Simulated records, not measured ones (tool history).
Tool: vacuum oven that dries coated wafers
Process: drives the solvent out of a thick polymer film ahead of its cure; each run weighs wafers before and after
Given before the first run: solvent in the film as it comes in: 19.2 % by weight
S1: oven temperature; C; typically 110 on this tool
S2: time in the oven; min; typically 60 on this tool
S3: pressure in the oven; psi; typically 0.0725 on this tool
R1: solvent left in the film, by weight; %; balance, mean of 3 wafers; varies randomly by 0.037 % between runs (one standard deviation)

run     day   S1  S2      S3    R1
  1       0  110  60  0.0725  1.49
  2   3.708  110  60  0.0725  1.49
  3   6.917  110  60  0.0725  1.45
  4  10.025  110  60  0.0725  1.46
  5  11.996  110  60  0.0725  1.49
  6  15.125  120  60  0.0725   0.4
  7  18.412  120  60  0.0725   0.4
  8  21.508  120  60  0.0725  0.39
  9  23.888  120  60  0.0725  0.34
 10  26.021  120  60  0.1294  0.39
 11  28.258  103  60  0.1294  3.18
 12   32.35  110  60  0.0725  1.45
 13  34.462  110  60  0.0725  1.42
 14  37.408  110  60  0.0725  1.53
 15    40.9  110  60  0.0725  1.45
 16  42.754  110  50  0.0725  2.14
 17   45.65  113  67  0.2635  1.11
 18  48.025   98  60  0.1575  4.71
 19  49.721   98  60  0.1575  4.73
 20  51.383   96  50  0.0685   6.2
 21  54.942   96  50  0.0685  6.13
 22  56.888   96  50  0.0685   6.1
 23  59.154   96  50  0.0685  6.11
 24  60.958  110  50  0.0725  2.15
 25  63.792   99  52  0.0711  4.93
     64.158  -- oven's thermocouples calibrated
 26  66.225   99  52  0.0711  5.03
 27  70.104  114  64  0.0725   0.8

Each row is a separate what-if for the run after 27, all from the same tool condition, not one after another. Results?
  A  73.592  114  101  0.0663   ?
  B  73.592  114   31  0.0725   ?
  C  73.592  110   54  0.0725   ?

run    R1
  A  0.17
  B  3.37
  C  1.87
With no hidden state in the tool, these same runs would have given:
run    R1
  A  0.16
  B  3.37
  C  1.86
